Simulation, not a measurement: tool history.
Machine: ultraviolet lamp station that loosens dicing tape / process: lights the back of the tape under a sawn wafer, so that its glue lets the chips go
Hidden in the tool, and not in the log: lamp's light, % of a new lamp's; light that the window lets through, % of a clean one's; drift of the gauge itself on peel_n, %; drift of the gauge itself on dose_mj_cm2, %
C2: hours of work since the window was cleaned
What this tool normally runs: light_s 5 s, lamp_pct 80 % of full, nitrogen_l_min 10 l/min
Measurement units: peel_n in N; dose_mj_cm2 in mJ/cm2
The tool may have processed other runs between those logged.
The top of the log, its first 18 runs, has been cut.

{"run": 19, "hour": 226.6, "light_s": 3, "lamp_pct": 80, "nitrogen_l_min": 10, "hours of work of the lamp": 257, "C2": 267, "peel_n": 1.234, "dose_mj_cm2": 153}
{"run": 20, "hour": 238.9, "light_s": 3, "lamp_pct": 80, "nitrogen_l_min": 10, "hours of work of the lamp": 262, "C2": 272, "peel_n": 1.224, "dose_mj_cm2": 153}
{"run": 21, "hour": 246.1, "light_s": 5, "lamp_pct": 71, "nitrogen_l_min": 10, "hours of work of the lamp": 265, "C2": 275, "peel_n": 0.564, "dose_mj_cm2": 221}
{"run": 22, "hour": 259.7, "light_s": 5, "lamp_pct": 64, "nitrogen_l_min": 10, "hours of work of the lamp": 271, "C2": 281, "peel_n": 0.719, "dose_mj_cm2": 203}
{"run": 23, "hour": 274.6, "light_s": 5, "lamp_pct": 64, "nitrogen_l_min": 10, "hours of work of the lamp": 278, "C2": 288, "peel_n": 0.698, "dose_mj_cm2": 198}
{"run": 24, "hour": 281.7, "light_s": 5, "lamp_pct": 64, "nitrogen_l_min": 10, "hours of work of the lamp": 281, "C2": 291, "peel_n": 0.689, "dose_mj_cm2": 197}
{"run": 25, "hour": 293.1, "light_s": 4, "lamp_pct": 80, "nitrogen_l_min": 7, "hours of work of the lamp": 286, "C2": 296, "peel_n": 0.893, "dose_mj_cm2": 200}
{"run": 26, "hour": 304.8, "light_s": 2, "lamp_pct": 71, "nitrogen_l_min": 4, "hours of work of the lamp": 291, "C2": 301, "peel_n": 3.783, "dose_mj_cm2": 87}
{"run": 27, "hour": 317.3, "light_s": 5, "lamp_pct": 66, "nitrogen_l_min": 18, "hours of work of the lamp": 297, "C2": 307, "peel_n": 0.475, "dose_mj_cm2": 206}
{"run": 28, "hour": 326.4, "light_s": 5, "lamp_pct": 66, "nitrogen_l_min": 18, "hours of work of the lamp": 301, "C2": 311, "peel_n": 0.452, "dose_mj_cm2": 204}
{"run": 29, "hour": 340.7, "light_s": 5, "lamp_pct": 66, "nitrogen_l_min": 18, "hours of work of the lamp": 307, "C2": 317, "peel_n": 0.467, "dose_mj_cm2": 205}
{"run": 30, "hour": 350.1, "light_s": 7, "lamp_pct": 66, "nitrogen_l_min": 18, "hours of work of the lamp": 312, "C2": 322, "peel_n": 0.283, "dose_mj_cm2": 289}
{"run": 31, "hour": 358.9, "light_s": 2, "lamp_pct": 95, "nitrogen_l_min": 5, "hours of work of the lamp": 316, "C2": 326, "peel_n": 2.618, "dose_mj_cm2": 118}
{"run": 32, "hour": 369.0, "light_s": 3, "lamp_pct": 99, "nitrogen_l_min": 5, "hours of work of the lamp": 320, "C2": 330, "peel_n": 1.387, "dose_mj_cm2": 184}
{"run": 33, "hour": 382.5, "light_s": 7, "lamp_pct": 68, "nitrogen_l_min": 16, "hours of work of the lamp": 326, "C2": 336, "peel_n": 0.298, "dose_mj_cm2": 296}
{"run": 34, "hour": 392.3, "light_s": 4, "lamp_pct": 68, "nitrogen_l_min": 5, "hours of work of the lamp": 330, "C2": 340, "peel_n": 1.615, "dose_mj_cm2": 168}
{"run": 35, "hour": 403.6, "light_s": 5, "lamp_pct": 74, "nitrogen_l_min": 10, "hours of work of the lamp": 335, "C2": 345, "peel_n": 0.538, "dose_mj_cm2": 226}
{"run": 36, "hour": 414.5, "light_s": 3, "lamp_pct": 87, "nitrogen_l_min": 15, "hours of work of the lamp": 340, "C2": 350, "peel_n": 0.821, "dose_mj_cm2": 157}
{"run": 37, "hour": 423.2, "light_s": 3, "lamp_pct": 87, "nitrogen_l_min": 15, "hours of work of the lamp": 344, "C2": 354, "peel_n": 0.815, "dose_mj_cm2": 158}
{"run": 38, "hour": 435.3, "light_s": 3, "lamp_pct": 87, "nitrogen_l_min": 15, "hours of work of the lamp": 350, "C2": 360, "peel_n": 0.802, "dose_mj_cm2": 157}
{"run": 39, "hour": 447.0, "light_s": 5, "lamp_pct": 97, "nitrogen_l_min": 10, "hours of work of the lamp": 355, "C2": 365, "peel_n": 0.362, "dose_mj_cm2": 301}
{"run": 40, "hour": 460.4, "light_s": 5, "lamp_pct": 63, "nitrogen_l_min": 13, "hours of work of the lamp": 361, "C2": 371, "peel_n": 0.646, "dose_mj_cm2": 194}
{"run": 41, "hour": 467.9, "light_s": 7, "lamp_pct": 65, "nitrogen_l_min": 13, "hours of work of the lamp": 364, "C2": 374, "peel_n": 0.344, "dose_mj_cm2": 277}
{"run": 42, "hour": 482.6, "light_s": 3, "lamp_pct": 62, "nitrogen_l_min": 11, "hours of work of the lamp": 371, "C2": 381, "peel_n": 1.817, "dose_mj_cm2": 114}
{"run": 43, "hour": 493.5, "light_s": 2, "lamp_pct": 61, "nitrogen_l_min": 11, "hours of work of the lamp": 375, "C2": 386, "peel_n": 3.113, "dose_mj_cm2": 73}

Alternative continuations, all from the tool just after run 43; predict every row:
{"run": "A", "hour": 503.6, "light_s": 2, "lamp_pct": 83, "nitrogen_l_min": 11, "hours of work of the lamp": 380, "C2": 390, "peel_n": "?", "dose_mj_cm2": "?"}
{"run": "B", "hour": 503.6, "light_s": 5, "lamp_pct": 85, "nitrogen_l_min": 4, "hours of work of the lamp": 380, "C2": 390, "peel_n": "?", "dose_mj_cm2": "?"}
{"run": "C", "hour": 503.6, "light_s": 8, "lamp_pct": 80, "nitrogen_l_min": 10, "hours of work of the lamp": 380, "C2": 390, "peel_n": "?", "dose_mj_cm2": "?"}
{"run": "D", "hour": 503.6, "light_s": 9, "lamp_pct": 80, "nitrogen_l_min": 10, "hours of work of the lamp": 380, "C2": 390, "peel_n": "?", "dose_mj_cm2": "?"}

run=A peel_n=2.176 dose_mj_cm2=97
run=B peel_n=0.886 dose_mj_cm2=257
run=C peel_n=0.271 dose_mj_cm2=393
run=D peel_n=0.247 dose_mj_cm2=433
Had the tool no hidden state, the same runs would have come out as:
run=A peel_n=1.863 dose_mj_cm2=109
run=B peel_n=0.718 dose_mj_cm2=287
run=C peel_n=0.255 dose_mj_cm2=439
run=D peel_n=0.238 dose_mj_cm2=484
